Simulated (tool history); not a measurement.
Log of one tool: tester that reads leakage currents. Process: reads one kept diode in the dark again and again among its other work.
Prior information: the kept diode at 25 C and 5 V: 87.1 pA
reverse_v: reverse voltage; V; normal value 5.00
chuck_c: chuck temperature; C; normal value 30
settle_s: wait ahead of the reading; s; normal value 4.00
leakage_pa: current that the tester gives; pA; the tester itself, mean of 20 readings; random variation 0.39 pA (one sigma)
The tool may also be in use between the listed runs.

run     day  reverse_v  chuck_c  settle_s  leakage_pa
  1   0.000       5.00       30      4.00      138.11
  2   2.492       5.00       30      4.00      137.74
  3   5.321       5.00       30      4.00      139.35
  4   8.412       5.00       30      3.86      138.73
  5  12.388       5.00       31      4.00      150.75
  6  15.904       5.00       31      4.00      150.55
  7  20.833       5.00       31      4.00      151.27
  8  25.950       5.00       31      4.00      151.74
  9  31.067       5.00       30      0.54      142.68
     31.646  -- probe card cleaned and baked
 10  35.921       5.00       30      4.00      148.23
 11  38.450       5.00       30      4.00      148.49
     43.204  -- probe card cleaned and baked, once more
 12  43.429      16.61       30      4.00      256.27
 13  47.975       2.87       28      2.94       82.93
 14  50.092       5.00       40      4.00      274.19
 15  53.642       5.00       40      1.22      272.48
 16  56.779       3.41       22      2.37       57.72
 17  61.212       2.45       22      1.97       48.47
 18  65.612      19.94       40      1.97      603.55

Run 19, settings as shown, results not yet in. Your forecast:
 19  69.700      19.94       32      0.47           ?

{"run 19": {"leakage_pa": 343.0}}
With the hidden condition absent and the run-to-run variation left alone, this run would have shown leakage_pa 324.71 pA.
